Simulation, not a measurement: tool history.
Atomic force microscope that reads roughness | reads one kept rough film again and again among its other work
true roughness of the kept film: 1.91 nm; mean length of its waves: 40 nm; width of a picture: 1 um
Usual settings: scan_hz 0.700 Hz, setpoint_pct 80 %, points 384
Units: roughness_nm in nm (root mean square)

Run 1, hour 0.0: usual settings. Result: roughness_nm 1.730 nm (root mean square).
At hour 3.4: new tip fitted.
Run 2, hour 6.3: usual settings. Result: roughness_nm 1.724 nm (root mean square).
Run 3, hour 11.9: usual settings. Result: roughness_nm 1.730 nm (root mean square).
Run 4, hour 18.9: usual settings. Result: roughness_nm 1.725 nm (root mean square).
Run 5, hour 28.4: usual settings. Result: roughness_nm 1.729 nm (root mean square).
Run 6, hour 34.1: usual settings. Result: roughness_nm 1.728 nm (root mean square).
Run 7, hour 40.7: usual settings. Result: roughness_nm 1.731 nm (root mean square).
Run 8, hour 46.7: usual settings. Result: roughness_nm 1.717 nm (root mean square).
Run 9, hour 51.0: usual settings but scan_hz 3.310 Hz. Result: roughness_nm 1.457 nm (root mean square).
Run 10, hour 56.6: usual settings but scan_hz 3.310 Hz. Result: roughness_nm 1.453 nm (root mean square).
Run 11, hour 62.1: usual settings. Result: roughness_nm 1.731 nm (root mean square).
Run 12, hour 72.5: usual settings. Result: roughness_nm 1.721 nm (root mean square).
Run 13, hour 82.3: usual settings but setpoint_pct 79 %, points 288. Result: roughness_nm 1.719 nm (root mean square).
Run 14, hour 90.5: usual settings but scan_hz 3.281 Hz, setpoint_pct 82 %, points 441. Result: roughness_nm 1.422 nm (root mean square).
Run 15, hour 99.3: usual settings but scan_hz 0.743 Hz, setpoint_pct 66 %. Result: roughness_nm 1.768 nm (root mean square).
At hour 102.4: new tip fitted.
Run 16, hour 104.3: usual settings but scan_hz 3.141 Hz, setpoint_pct 64 %. Result: roughness_nm 1.654 nm (root mean square).
Run 17, hour 112.2: usual settings but scan_hz 3.141 Hz, setpoint_pct 72 %, points 928. Result: roughness_nm 1.573 nm (root mean square).
Run 18, hour 119.3: usual settings but setpoint_pct 61 %, points 390. Result: roughness_nm 1.783 nm (root mean square).
Run 19, hour 125.6: usual settings but setpoint_pct 61 %, points 390. Result: roughness_nm 1.779 nm (root mean square).
Run 20, hour 131.1: usual settings but scan_hz 2.961 Hz, setpoint_pct 84 %, points 390. Result: roughness_nm 1.426 nm (root mean square).
Run 21, hour 137.4: usual settings but setpoint_pct 78 %, points 371. Result: roughness_nm 1.731 nm (root mean square).
Run 22, hour 145.5: usual settings but setpoint_pct 78 %, points 371. Result: roughness_nm 1.726 nm (root mean square).
Run 23, hour 156.0: usual settings but scan_hz 1.541 Hz, points 278. Result: roughness_nm 1.622 nm (root mean square).
Run 24, hour 163.4: usual settings but points 606. Result: roughness_nm 1.736 nm (root mean square).

3 ways to go on from here, each from the tool as it stands after run 24. What would each give?
Run A, hour 171.7: usual settings but points 339. Result: roughness_nm ?.
Run B, hour 171.7: usual settings but scan_hz 0.737 Hz, points 768. Result: roughness_nm ?.
Run C, hour 171.7: usual settings but scan_hz 0.544 Hz. Result: roughness_nm ?.

run  roughness_nm
  A         1.723
  B         1.726
  C         1.737
Without the tool's hidden state the same runs would have given:
run  roughness_nm
  A         1.727
  B         1.729
  C         1.741

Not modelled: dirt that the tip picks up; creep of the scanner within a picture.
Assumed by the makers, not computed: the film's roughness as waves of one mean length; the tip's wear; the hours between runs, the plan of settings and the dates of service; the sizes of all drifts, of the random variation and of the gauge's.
